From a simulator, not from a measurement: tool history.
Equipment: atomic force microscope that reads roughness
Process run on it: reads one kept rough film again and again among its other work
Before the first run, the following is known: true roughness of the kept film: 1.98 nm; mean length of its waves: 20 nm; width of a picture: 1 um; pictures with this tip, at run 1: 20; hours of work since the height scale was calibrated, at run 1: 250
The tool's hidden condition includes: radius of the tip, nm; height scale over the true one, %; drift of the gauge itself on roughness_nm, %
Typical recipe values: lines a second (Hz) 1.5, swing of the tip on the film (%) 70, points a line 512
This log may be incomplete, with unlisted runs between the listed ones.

run      day  lines a second (Hz)  swing of the tip on the film (%)  points a line  pictures with this tip  hours of work since the height scale was calibrated  roughness of the kept film (nm (root mean square))
  1        0                  1.5                                70            512                      20                                                  250                                                1.56
  2     3.35                  1.5                                70            512                     170                                                  300                                               1.414
  3    5.321                  1.5                                70            512                     259                                                  329                                               1.348
       6.604  -- new tip fitted
  4    8.446                  1.5                                69            512                      83                                                  375                                               1.507
  5    11.55                  1.5                                70            512                     222                                                  421                                                1.37
      13.517  -- new tip fitted
  6   14.621                  1.5                                70            512                      50                                                  466                                               1.528
  7   16.771                  1.5                                70            512                     146                                                  498                                               1.444
  8    19.35                  1.5                                70            512                     262                                                  536                                               1.362
      20.404  -- new tip fitted
  9   21.517                  1.5                                70            867                      50                                                  568                                               1.547
 10   23.729                  1.5                                62            512                     149                                                  601                                               1.475
 11   26.008                  1.5                                62            512                     252                                                  635                                               1.395
      27.367  -- new tip fitted
 12   27.808                  1.5                                70            512                      20                                                  661                                               1.541
 13    30.25                 2.49                                70            512                     130                                                  697                                               1.373
 14   33.338                 2.49                                70            512                     269                                                  743                                               1.273
      34.279  -- new tip fitted
 15   35.929                  1.5                                70            512                      74                                                  781                                               1.507
 16   37.275                  1.5                                70            512                     135                                                  801                                               1.437
 17   39.721                  1.5                                70            512                     245                                                  837                                               1.353
      41.279  -- new tip fitted
 18   42.983                  1.5                                70            601                      77                                                  885                                                1.49
 19   45.538                  1.5                                59            601                     191                                                  923                                               1.476
 20   47.817                  1.5                                59            601                     294                                                  957                                               1.383
      48.283  -- new tip fitted
 21   50.792                  1.5                                59            601                     113                                                 1000                                               1.513
 22   53.017                  1.5                                59            601                     213                                                 1033                                               1.455
      55.142  -- new tip fitted
 23   55.504                  1.5                                59            601                      16                                                 1070                                               1.629
 24   58.092                  1.5                                81            512                     132                                                 1108                                               1.355
 25   60.725                  1.5                                81            512                     251                                                 1147                                               1.271
      62.108  -- new tip fitted
 26   62.317                  1.5                                81            512                       9                                                 1171                                               1.484
 27   65.346                  1.5                                81            670                     146                                                 1215                                               1.359
 28   68.142                  1.5                                81            670                     271                                                 1257                                                1.28
      69.054  -- new tip fitted
 29   70.629                  1.5                                81            670                      70                                                 1293                                                1.44
 30   72.092                  1.5                                81            670                     136                                                 1315                                               1.376
 31   74.996                  1.5                                81            670                     267                                                 1358                                               1.268
      75.962  -- new tip fitted
 32   77.104                 0.69                                81            310                      52                                                 1389                                               1.527
 33    79.75                 0.69                                81            310                     171                                                 1428                                               1.427
 34   82.225                 0.68                                70            512                     282                                                 1465                                               1.409
      82.829  -- new tip fitted
 35   83.638                 0.68                                70            512                      37                                                 1486                                               1.621
 36   86.312                 0.68                                70            512                     157                                                 1525                                               1.492
 37   89.367                 0.68                                79            905                     294                                                 1570                                               1.372
      89.829  -- new tip fitted
 38   92.392                 0.68                                79            905                     116                                                 1615                                               1.518
 39   95.167                  2.7                                67            512                     240                                                 1656                                               1.328
      96.688  -- new tip fitted
 40   97.242                  2.7                                67            512                      25                                                 1686                                               1.483
 41  100.588                  2.7                                67            512                     175                                                 1736                                               1.353
     103.558  -- new tip fitted
 42  103.567                  2.7                                67            512                       0                                                 1780                                               1.533
 43  106.058                  2.7                                67            512                     112                                                 1817                                               1.411
 44  108.358                 3.02                                56            569                     216                                                 1851                                                 1.4
     110.588  -- new tip fitted
 45  110.675                 0.76                                58            303                       4                                                 1885                                               1.658
 46    113.5                 0.76                                58            303                     131                                                 1927                                               1.523
 47  115.712                 1.49                                70            888                     231                                                 1960                                               1.387
     117.571  -- new tip fitted
 48  117.917                 1.49                                70            888                      16                                                 1992                                               1.581
 49  121.188                 1.72                                70            323                     163                                                 2040                                               1.392
 50  122.592                 1.12                                57            820                     226                                                 2061                                               1.497
 51  124.217                 2.74                                57            820                     299                                                 2085                                               1.349

3 options for the next run, each taken on its own from the tool as it stands now. Forecast them:
     124.504  -- new tip fitted
  A  126.838                 0.74                                62           1012                     105                                                 2124                                                   ?
     124.504  -- new tip fitted
  B  126.838                  1.5                                67            512                     105                                                 2124                                                   ?
     124.504  -- new tip fitted
  C  126.838                 1.83                                66            788                     105                                                 2124                                                   ?

run  roughness of the kept film (nm (root mean square))
  A                                               1.584
  B                                               1.501
  C                                               1.488
With no hidden state in the tool, these same runs would have given:
run  roughness of the kept film (nm (root mean square))
  A                                               1.687
  B                                               1.599
  C                                               1.585
